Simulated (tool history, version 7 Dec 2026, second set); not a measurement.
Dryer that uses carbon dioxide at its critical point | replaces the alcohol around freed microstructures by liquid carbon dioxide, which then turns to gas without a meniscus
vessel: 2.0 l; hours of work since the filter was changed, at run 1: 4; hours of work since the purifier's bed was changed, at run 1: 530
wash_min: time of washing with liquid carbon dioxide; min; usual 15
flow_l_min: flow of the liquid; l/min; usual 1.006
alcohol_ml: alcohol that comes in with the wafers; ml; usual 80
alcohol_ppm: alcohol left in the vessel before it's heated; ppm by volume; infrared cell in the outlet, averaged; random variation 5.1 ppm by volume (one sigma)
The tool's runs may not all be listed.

run,hour,wash_min,flow_l_min,alcohol_ml,hours of work since the filter was changed,hours of work since the purifier's bed was changed,alcohol_ppm
1,0.0,15,1.006,80,4,530,172
2,32.0,15,1.006,80,23,549,174
3,60.9,15,1.006,80,40,566,175
4,98.5,13,1.006,80,62,588,272
5,133.4,15,1.006,80,82,608,187
6,167.2,15,1.006,80,102,628,198
7,193.7,15,1.006,80,118,644,200
8,221.7,15,0.890,80,135,660,285
9,247.3,15,0.810,80,150,675,407
10,269.8,15,1.160,80,163,689,159
11,298.2,15,1.160,80,180,705,173
12,315.0,15,1.006,80,190,715,225
13,334.7,12,0.790,104,201,727,1301
14,361.8,15,0.790,21,217,743,238
15,400.5,16,1.006,105,240,766,229
16,418.5,16,1.006,105,251,776,221
17,445.3,21,0.740,26,266,792,180
18,482.7,20,1.620,85,288,814,162
19,520.4,15,1.110,29,311,836,185
20,547.8,15,1.110,29,327,853,188
21,566.6,21,1.006,38,338,864,175
22,605.3,21,1.006,38,361,887,166
23,624.5,21,1.006,38,372,898,170

Hidden state or all else? Some run-to-run changes of alcohol_ppm, split into what the settings, what came in and random variation would give without the hidden state, and what is left for the hidden state (with any gauge scatter that isn't in both results):
The hidden state here: flow that reaches the vessel past the clogged filter, %; alcohol in the recycled carbon dioxide, ppm; drift of the gauge itself on alcohol_ppm, %.
Run 12 -> 13: wash_min 15 -> 12, flow_l_min 1.006 -> 0.790, alcohol_ml 80 -> 104. alcohol_ppm +1076 ppm by volume: hidden state +193, all else +883.
Run 13 -> 14: wash_min 12 -> 15, alcohol_ml 104 -> 21. alcohol_ppm -1063 ppm by volume: hidden state -179, all else -884.
